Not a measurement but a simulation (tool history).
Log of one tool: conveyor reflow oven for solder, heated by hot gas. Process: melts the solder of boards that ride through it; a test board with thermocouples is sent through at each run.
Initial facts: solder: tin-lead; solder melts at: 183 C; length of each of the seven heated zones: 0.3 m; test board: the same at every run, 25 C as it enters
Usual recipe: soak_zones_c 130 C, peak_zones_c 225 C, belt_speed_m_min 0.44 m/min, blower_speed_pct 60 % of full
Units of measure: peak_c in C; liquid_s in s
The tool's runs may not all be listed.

run	day	soak_zones_c	peak_zones_c	belt_speed_m_min	blower_speed_pct	peak_c	liquid_s
1	0	130	225	0.44	60	211.7	55.7
2	1.675	130	225	0.44	60	211.2	55.7
3	3.979	130	225	0.44	60	211.7	55.8
4	5.938	130	213	0.44	60	200.5	42.8
5	7.417	130	225	0.44	60	211.5	55.8
6	8.742	130	219	0.44	60	205.6	49.5
# day 10.204: flux residue cleaned out of gas plates and filters
7	10.954	130	222	0.44	60	207.7	51.4
8	13.308	130	225	0.44	60	210.5	54
9	14.346	130	225	0.44	60	210.4	55.3
# day 14.754: thermocouples of zones 6 and 7 changed
10	16.775	130	225	0.44	60	210.3	54.3
# day 19.171: flux residue cleaned out of gas plates and filters, once more
11	19.329	130	225	0.44	60	212.4	57
12	21.792	130	225	0.44	60	212.4	56.8
13	24	130	225	0.44	60	211.7	56.7
14	25.212	129	225	0.44	60	211.8	56.6
15	27.075	129	225	0.44	60	212	56.2
16	28.6	130	225	0.527	83	211.2	45.9

Predict the results of run 17:
17	30.85	130	225	0.527	83	?	?

Run 17 yielded peak_c 210.6 C, liquid_s 45.9 s.
Were there no unlogged condition in the tool, this run, its random variation unchanged, would have produced peak_c 211.1 C, liquid_s 45.3 s.
